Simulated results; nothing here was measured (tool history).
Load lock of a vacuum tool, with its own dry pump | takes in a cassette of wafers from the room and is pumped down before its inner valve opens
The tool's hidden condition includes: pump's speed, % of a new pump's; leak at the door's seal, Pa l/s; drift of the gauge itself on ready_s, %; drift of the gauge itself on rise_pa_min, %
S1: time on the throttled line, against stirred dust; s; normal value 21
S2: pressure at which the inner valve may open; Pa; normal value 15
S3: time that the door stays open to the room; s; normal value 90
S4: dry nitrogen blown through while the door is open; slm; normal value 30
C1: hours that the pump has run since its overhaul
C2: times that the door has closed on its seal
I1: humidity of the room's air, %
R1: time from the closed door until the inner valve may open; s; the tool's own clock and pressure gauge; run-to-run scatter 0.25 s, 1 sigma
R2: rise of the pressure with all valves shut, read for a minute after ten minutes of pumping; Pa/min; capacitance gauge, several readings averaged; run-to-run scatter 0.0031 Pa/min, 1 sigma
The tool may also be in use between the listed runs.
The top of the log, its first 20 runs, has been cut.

{"run": 21, "hour": 4790.0, "S1": 23, "S2": 15, "S3": 90, "S4": 8, "C1": 4387, "C2": 35678, "I1": 43.6, "R1": 39.3, "R2": 0.591}
{"run": 22, "hour": 5020.5, "S1": 18, "S2": 15, "S3": 90, "S4": 30, "C1": 4618, "C2": 36204, "I1": 46.5, "R1": 34.9, "R2": 0.577}
{"run": 23, "hour": 5260.5, "S1": 18, "S2": 15, "S3": 96, "S4": 30, "C1": 4858, "C2": 36752, "I1": 44.2, "R1": 34.4, "R2": 0.582}
{"run": 24, "hour": 5587.9, "S1": 16, "S2": 12, "S3": 61, "S4": 38, "C1": 5185, "C2": 37500, "I1": 42.6, "R1": 33.6, "R2": 0.554}
{"run": 25, "hour": 5807.3, "S1": 16, "S2": 12, "S3": 61, "S4": 38, "C1": 5405, "C2": 38001, "I1": 43.9, "R1": 33.6, "R2": 0.589}
{"run": 26, "hour": 6127.0, "S1": 16, "S2": 12, "S3": 61, "S4": 38, "C1": 5724, "C2": 38731, "I1": 49, "R1": 33.4, "R2": 0.603}
{"run": 27, "hour": 6381.3, "S1": 21, "S2": 25, "S3": 90, "S4": 30, "C1": 5979, "C2": 39311, "I1": 45.4, "R1": 36.8, "R2": 0.63}
{"run": 28, "hour": 6646.7, "S1": 21, "S2": 25, "S3": 90, "S4": 30, "C1": 6244, "C2": 39918, "I1": 45, "R1": 36.6, "R2": 0.648}
{"run": 29, "hour": 7001.8, "S1": 21, "S2": 25, "S3": 90, "S4": 30, "C1": 6599, "C2": 40728, "I1": 46.9, "R1": 36.4, "R2": 0.671}
{"run": 30, "hour": 7292.3, "S1": 21, "S2": 15, "S3": 205, "S4": 30, "C1": 6890, "C2": 41392, "I1": 44.6, "R1": 38, "R2": 0.729}
{"run": 31, "hour": 7606.1, "S1": 11, "S2": 15, "S3": 81, "S4": 30, "C1": 7203, "C2": 42108, "I1": 48.6, "R1": 29.1, "R2": 0.699}
{"run": 32, "hour": 7850.6, "S1": 23, "S2": 15, "S3": 202, "S4": 30, "C1": 7448, "C2": 42667, "I1": 47.8, "R1": 39.2, "R2": 0.773}

Estimate the outcome of run 33 from the log above:
{"run": 33, "hour": 8085.2, "S1": 23, "S2": 12, "S3": 27, "S4": 30, "C1": 7682, "C2": 43203, "I1": 47.2, "R1": "?", "R2": "?"}

Run 33 measured R1 39.9 s, R2 0.694 Pa/min.
Were there no unlogged condition in the tool, this run, its random variation unchanged, would have produced R1 38.9 s, R2 0.045 Pa/min.

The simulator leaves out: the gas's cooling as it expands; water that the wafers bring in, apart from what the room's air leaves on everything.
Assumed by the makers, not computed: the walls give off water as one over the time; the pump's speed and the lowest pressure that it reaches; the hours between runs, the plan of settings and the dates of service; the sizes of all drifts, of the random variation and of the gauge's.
